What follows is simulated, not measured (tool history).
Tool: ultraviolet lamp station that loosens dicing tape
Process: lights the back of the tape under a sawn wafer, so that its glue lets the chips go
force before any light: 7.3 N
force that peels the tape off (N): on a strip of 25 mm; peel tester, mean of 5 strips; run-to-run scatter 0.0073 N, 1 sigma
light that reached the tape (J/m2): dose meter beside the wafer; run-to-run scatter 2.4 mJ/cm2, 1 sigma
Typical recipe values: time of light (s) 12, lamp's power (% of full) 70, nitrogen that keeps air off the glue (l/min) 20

run	day	time of light (s)	lamp's power (% of full)	nitrogen that keeps air off the glue (l/min)	force that peels the tape off (N)	light that reached the tape (J/m2)
1	0	12	70	20	0.384	2160
2	1.233	12	70	20	0.387	2120
3	2.721	12	70	20	0.406	2070
4	4.096	12	70	20	0.422	2080
5	5.362	12	70	18	0.487	2040
6	6.633	12	70	20	0.447	2000
7	8.6	12	70	20	0.484	1950
# day 9.929: window cleaned of glue's vapour
8	10.608	12	70	21	0.328	2250
9	12.162	12	70	21	0.353	2200
10	14.058	13	70	20	0.34	2340
11	16.179	12	92	20	0.244	2830
12	17.725	12	92	20	0.241	2760
13	19.55	12	70	20	0.448	2020
14	21.217	12	70	20	0.471	1990
15	22.679	12	70	20	0.478	1920
16	23.829	12	70	20	0.508	1880
17	25.038	12	70	20	0.518	1860
18	26.408	12	70	20	0.539	1860
19	28.408	12	70	20	0.581	1750
20	30.275	12	71	20	0.585	1740
21	32.054	20	70	20	0.242	2820
# day 32.475: window cleaned of glue's vapour
22	34.404	22	74	20	0.177	3790
23	35.825	22	74	20	0.172	3760
24	38.325	6	76	20	1.567	990
25	40.238	9	72	6	2.03	1390
26	42.233	12	82	16	0.515	2080
27	44.442	15	97	37	0.185	2910
28	45.992	8	70	11	2.01	1080
29	47.579	7	70	10	2.521	920
30	48.867	13	71	38	0.372	1740
31	50.221	13	71	38	0.374	1710
32	52.275	20	70	20	0.298	2510
33	54.033	12	77	22	0.654	1620
# day 55.096: window cleaned of glue's vapour
34	55.883	14	95	6	0.717	2660
35	57.217	7	70	20	1.72	940
36	58.921	8	70	25	1.242	1080
37	61.15	13	67	33	0.468	1610
38	63.658	16	85	10	0.529	2420
39	65.542	12	70	12	1.186	1470
40	67.488	12	93	12	0.777	1880
41	69.15	12	61	12	1.621	1210
42	70.704	12	96	20	0.53	1880

Here are 4 independent what-if runs from the current tool condition. What would each one return?
A	72.308	13	72	30	?	?
B	72.308	18	75	32	?	?
C	72.308	9	96	11	?	?
D	72.308	13	96	20	?	?

run	force that peels the tape off (N)	light that reached the tape (J/m2)
A	0.616	1440
B	0.291	2110
C	1.467	1330
D	0.474	1930
What these runs would have given with no unlogged condition in the tool:
run	force that peels the tape off (N)	light that reached the tape (J/m2)
A	0.189	2920
B	0.17	4250
C	0.399	2680
D	0.178	3880
